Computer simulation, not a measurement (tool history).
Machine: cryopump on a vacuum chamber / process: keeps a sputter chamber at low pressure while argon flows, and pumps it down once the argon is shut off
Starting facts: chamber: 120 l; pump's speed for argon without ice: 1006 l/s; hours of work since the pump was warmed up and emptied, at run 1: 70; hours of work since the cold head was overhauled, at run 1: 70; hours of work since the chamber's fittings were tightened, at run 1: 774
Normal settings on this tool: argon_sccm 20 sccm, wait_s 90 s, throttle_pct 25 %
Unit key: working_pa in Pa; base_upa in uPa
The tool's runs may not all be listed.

run,hour,argon_sccm,wait_s,throttle_pct,hours of work since the pump was warmed up and emptied,hours of work since the cold head was overhauled,hours of work since the chamber's fittings were tightened,working_pa,base_upa
1,0.0,20,90,25,70,70,774,0.1350,2.28
2,72.6,20,90,25,111,111,815,0.1360,2.31
3,155.5,19,90,25,158,158,862,0.1293,2.38
4,233.2,19,105,25,202,202,906,0.1293,2.19
5,292.6,20,90,25,236,236,939,0.1356,2.41
6,346.5,20,90,44,267,267,970,0.0789,2.53
7,418.9,20,90,44,308,308,1011,0.0783,2.51
8,497.7,20,90,25,352,352,1055,0.1371,2.59
9,551.7,20,90,25,383,383,1086,0.1367,2.58
10,626.7,20,115,25,425,425,1128,0.1370,2.20
11,712.6,20,115,25,474,474,1177,0.1373,2.44
12,775.1,20,115,25,509,509,1212,0.1374,2.31
13,819.0,20,24,25,534,534,1237,0.1381,6.69
14,866.0,20,90,25,561,561,1264,0.1390,2.74
15,948.0,20,90,25,607,607,1310,0.1393,2.87
16,1021.1,20,90,25,648,648,1352,0.1390,2.82
17,1061.4,20,90,25,671,671,1374,0.1377,2.85
18,1119.5,20,90,25,704,704,1407,0.1386,2.88
19,1177.6,20,79,28,737,737,1440,0.1252,3.11
20,1248.0,11,31,17,777,777,1480,0.1118,5.75
21,1336.6,20,99,22,827,827,1530,0.1578,2.89
# hour 1360.1: pump warmed up, emptied and cooled again
22,1423.2,20,99,22,36,873,1576,0.1532,2.78

Run 23 has not been measured yet. What should we expect?
23,1482.1,20,52,25,69,907,1610,?,?

For run 23 the tool returned working_pa 0.1345 Pa, base_upa 3.89 uPa.
Were there no unlogged condition in the tool, this run, its random variation unchanged, would have produced working_pa 0.1335 Pa, base_upa 2.77 uPa.
